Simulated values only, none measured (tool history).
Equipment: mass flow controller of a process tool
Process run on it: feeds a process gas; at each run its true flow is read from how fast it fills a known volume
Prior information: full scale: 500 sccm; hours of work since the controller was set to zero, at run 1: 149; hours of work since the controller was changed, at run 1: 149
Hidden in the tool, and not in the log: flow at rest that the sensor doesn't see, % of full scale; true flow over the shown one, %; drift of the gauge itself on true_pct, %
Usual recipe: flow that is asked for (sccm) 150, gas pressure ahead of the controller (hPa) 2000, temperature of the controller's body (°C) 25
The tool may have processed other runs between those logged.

| run | hour | flow that is asked for (sccm) | gas pressure ahead of the controller (hPa) | temperature of the controller's body (°C) | hours of work since the controller was set to zero | hours of work since the controller was changed | true flow (%) |
|---|---|---|---|---|---|---|---|
| 1 | 0 | 150 | 2000 | 25 | 149 | 149 | 99.42 |
| 2 | 55.6 | 150 | 2000 | 25 | 171 | 171 | 99.4 |
| 3 | 171 | 183 | 2000 | 25 | 216 | 216 | 99.55 |
| 4 | 246.6 | 183 | 2000 | 25 | 246 | 246 | 99.31 |
| 5 | 339 | 183 | 2000 | 25 | 282 | 282 | 99.38 |
| 6 | 414.1 | 150 | 2000 | 25 | 311 | 311 | 99.3 |
| 7 | 538.9 | 150 | 2000 | 31 | 360 | 360 | 99.1 |
| 8 | 629.1 | 150 | 2000 | 31 | 395 | 395 | 98.9 |
| 9 | 714.5 | 150 | 2000 | 31 | 428 | 428 | 98.95 |
| 10 | 802.9 | 119 | 2000 | 31 | 462 | 462 | 99.05 |
| 11 | 909 | 87 | 2000 | 29 | 504 | 504 | 99.03 |
| 12 | 978.5 | 87 | 2000 | 29 | 531 | 531 | 99.08 |
| 13 | 1106.7 | 338 | 2000 | 32 | 581 | 581 | 99.3 |
| 14 | 1169 | 338 | 2000 | 32 | 605 | 605 | 99.33 |
| 15 | 1249.1 | 338 | 2000 | 21 | 636 | 636 | 100 |
| 16 | 1366.4 | 185 | 2710 | 30 | 682 | 682 | 99.48 |
| 17 | 1491.1 | 185 | 2710 | 30 | 731 | 731 | 99.46 |
| 18 | 1596.6 | 150 | 2130 | 35 | 772 | 772 | 98.76 |

Predict the results of run 19:
| 19 | 1707.9 | 150 | 2130 | 35 | 815 | 815 | ? |

true flow (%): 98.8
The same run, on a tool lacking any hidden state, would have yielded true flow (%) 98.8.
